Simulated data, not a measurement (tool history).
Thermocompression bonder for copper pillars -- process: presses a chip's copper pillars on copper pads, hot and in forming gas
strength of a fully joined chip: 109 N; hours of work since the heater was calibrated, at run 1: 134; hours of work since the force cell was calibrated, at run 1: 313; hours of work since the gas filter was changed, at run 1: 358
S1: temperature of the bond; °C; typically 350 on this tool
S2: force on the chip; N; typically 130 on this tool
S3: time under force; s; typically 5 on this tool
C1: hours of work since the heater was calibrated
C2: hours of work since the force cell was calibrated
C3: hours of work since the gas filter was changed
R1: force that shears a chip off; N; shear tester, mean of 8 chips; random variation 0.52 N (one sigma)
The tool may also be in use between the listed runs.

run   hour   S1   S2  S3   C1   C2   C3    R1
  1    0.0  350  130   5  134  313  358  46.3
  2   10.8  350  130   5  140  319  364  46.5
  3   20.8  332  130   5  145  324  370  38.4
  4   35.3  332  130   5  153  332  378  38.2
  5   47.8  350  130   5  160  339  384  46.7
  6   62.7  350  130   5  168  347  392  46.3
  7   77.5  350  130   5  176  355  401  46.1
  8   84.3  350  130   5  180  359  404  47.1
  9   96.2  350  130   4  186  365  411  42.6
 10  104.2  350  130   3  191  370  415  37.5
 11  120.0  350  130   3  199  378  424  38.5
 12  129.3  337  183   9  204  383  429  62.6
 13  139.9  374   80   4  210  389  434  38.9
 14  151.2  363  137  12  216  395  441  71.8
 15  163.2  363  137  12  223  402  447  71.7
 16  177.4  335   92  11  230  409  455  41.7
 17  192.7  353  136  11  239  418  463  64.7
 18  207.6  353  136  11  247  426  471  64.2
 19  221.4  353  136  11  254  433  479  64.2
 20  234.4  333  136   3  261  440  486  32.6
 21  241.7  324  146   7  265  444  490  43.9

Predict each of these 4 candidate next runs independently; none follows another, all start after run 21:
  A  251.8  324  146   5  271  450  495   ?
  B  251.8  350  143   5  271  450  495   ?
  C  251.8  321  166   4  271  450  495   ?
  D  251.8  329  146   7  271  450  495   ?

run    R1
  A  37.9
  B  50.8
  C  36.4
  D  46.0
Without the tool's unlogged condition, the same runs would have read:
run    R1
  A  38.0
  B  50.9
  C  36.5
  D  46.1
